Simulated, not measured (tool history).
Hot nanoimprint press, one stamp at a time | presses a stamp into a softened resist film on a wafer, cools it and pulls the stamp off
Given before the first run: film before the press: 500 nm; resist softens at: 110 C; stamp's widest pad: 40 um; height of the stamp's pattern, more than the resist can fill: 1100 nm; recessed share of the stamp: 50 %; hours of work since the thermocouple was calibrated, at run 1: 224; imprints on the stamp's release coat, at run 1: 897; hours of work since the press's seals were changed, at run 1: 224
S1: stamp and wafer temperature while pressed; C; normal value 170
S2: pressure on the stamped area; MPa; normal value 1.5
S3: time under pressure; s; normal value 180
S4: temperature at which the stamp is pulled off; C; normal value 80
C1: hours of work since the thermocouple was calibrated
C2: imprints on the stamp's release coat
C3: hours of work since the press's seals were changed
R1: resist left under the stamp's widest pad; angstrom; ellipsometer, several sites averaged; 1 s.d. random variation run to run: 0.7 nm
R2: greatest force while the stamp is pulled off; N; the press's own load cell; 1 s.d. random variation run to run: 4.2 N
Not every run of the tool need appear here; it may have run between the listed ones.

Run 1, hour 0: usual settings; C1 224; C2 897; C3 224. Result: R1 2372 angstrom, R2 256 N.
Run 2, hour 6.2: usual settings; C1 228; C2 918; C3 228. Result: R1 2394 angstrom, R2 265 N.
Run 3, hour 14: usual settings; C1 232; C2 944; C3 232. Result: R1 2365 angstrom, R2 259 N.
Run 4, hour 22.9: usual settings; C1 237; C2 974; C3 237. Result: R1 2362 angstrom, R2 261 N.
Run 5, hour 27.9: usual settings but S3 328 s; C1 239; C2 991; C3 239. Result: R1 1871 angstrom, R2 260 N.
Run 6, hour 33.7: usual settings but S3 328 s; C1 242; C2 1011; C3 242. Result: R1 1868 angstrom, R2 261 N.
Run 7, hour 40.1: usual settings but S3 328 s; C1 246; C2 1032; C3 246. Result: R1 1868 angstrom, R2 268 N.
Run 8, hour 46.1: usual settings but S3 328 s; C1 249; C2 1053; C3 249. Result: R1 1871 angstrom, R2 272 N.
Run 9, hour 55: usual settings but S3 322 s; C1 254; C2 1083; C3 254. Result: R1 1877 angstrom, R2 280 N.
Run 10, hour 62.3: usual settings but S1 168 C; C1 258; C2 1107; C3 258. Result: R1 2528 angstrom, R2 282 N.
Run 11, hour 72.3: usual settings but S1 168 C; C1 263; C2 1141; C3 263. Result: R1 2521 angstrom, R2 261 N.
Run 12, hour 79: usual settings but S2 1.46 MPa; C1 267; C2 1164; C3 267. Result: R1 2376 angstrom, R2 279 N.
Run 13, hour 85.6: usual settings but S2 1.79 MPa; C1 270; C2 1186; C3 270. Result: R1 2185 angstrom, R2 272 N.
Run 14, hour 90.6: usual settings but S2 1.79 MPa; C1 273; C2 1203; C3 273. Result: R1 2184 angstrom, R2 277 N.
Run 15, hour 96: usual settings but S3 116 s; C1 276; C2 1221; C3 276. Result: R1 2743 angstrom, R2 274 N.
Run 16, hour 103.8: usual settings but S3 188 s, S4 66 C; C1 280; C2 1247; C3 280. Result: R1 2312 angstrom, R2 360 N.
Run 17, hour 111.6: usual settings but S2 0.94 MPa, S3 188 s, S4 78 C; C1 284; C2 1273; C3 284. Result: R1 2812 angstrom, R2 289 N.
Run 18, hour 121.3: usual settings but S1 180 C, S2 1.41 MPa, S3 191 s, S4 76 C; C1 290; C2 1306; C3 290. Result: R1 1684 angstrom, R2 307 N.
Run 19, hour 127.9: usual settings but S3 105 s, S4 66 C; C1 293; C2 1328; C3 293. Result: R1 2834 angstrom, R2 366 N.
Run 20, hour 134.5: usual settings but S3 105 s, S4 66 C; C1 297; C2 1351; C3 297. Result: R1 2825 angstrom, R2 373 N.
Run 21, hour 142.8: usual settings but S3 275 s, S4 77 C; C1 301; C2 1379; C3 301. Result: R1 1987 angstrom, R2 310 N.
Run 22, hour 150.7: usual settings but S3 275 s, S4 77 C; C1 306; C2 1405; C3 306. Result: R1 1998 angstrom, R2 311 N.
Run 23, hour 160.6: usual settings but S3 95 s, S4 67 C; C1 311; C2 1439; C3 311. Result: R1 2924 angstrom, R2 380 N.
Run 24, hour 168.2: usual settings but S3 95 s, S4 67 C; C1 315; C2 1464; C3 315. Result: R1 2929 angstrom, R2 374 N.
Run 25, hour 175.9: usual settings but S1 171 C, S2 1.01 MPa, S3 139 s, S4 75 C; C1 319; C2 1490; C3 319. Result: R1 2915 angstrom, R2 323 N.
Run 26, hour 183.3: usual settings but S1 161 C, S2 1.01 MPa, S3 139 s, S4 75 C; C1 323; C2 1515; C3 323. Result: R1 3771 angstrom, R2 327 N.
Run 27, hour 189.6: usual settings but S3 172 s, S4 78 C; C1 327; C2 1537; C3 327. Result: R1 2381 angstrom, R2 313 N.
Run 28, hour 199: usual settings but S1 167 C, S2 1.44 MPa, S3 282 s, S4 86 C; C1 332; C2 1568; C3 332. Result: R1 2234 angstrom, R2 264 N.
Run 29, hour 206: usual settings but S2 1.95 MPa; C1 335; C2 1592; C3 335. Result: R1 2085 angstrom, R2 300 N.

The same runs without the tool's hidden state, with the same run-to-run variation:
The hidden state here: true temperature over the reading, C; pressure that arrives at the usual setting, %; grip of the stamp's worn release coat, % over a new coat's; drift of the gauge itself on residual_nm, %; drift of the gauge itself on pull_off_n, %.
run    R1   R2
  1  2430  203
  2  2454  209
  3  2425  203
  4  2423  202
  5  1926  201
  6  1923  200
  7  1923  205
  8  1927  206
  9  1934  212
 10  2600  211
 11  2593  194
 12  2445  206
 13  2250  201
 14  2249  203
 15  2817  200
 16  2384  260
 17  2896  208
 18  1736  220
 19  2914  259
 20  2905  263
 21  2057  219
 22  2069  217
 23  3008  263
 24  3015  257
 25  3007  221
 26  3863  223
 27  2465  212
 28  2322  179
 29  2159  201
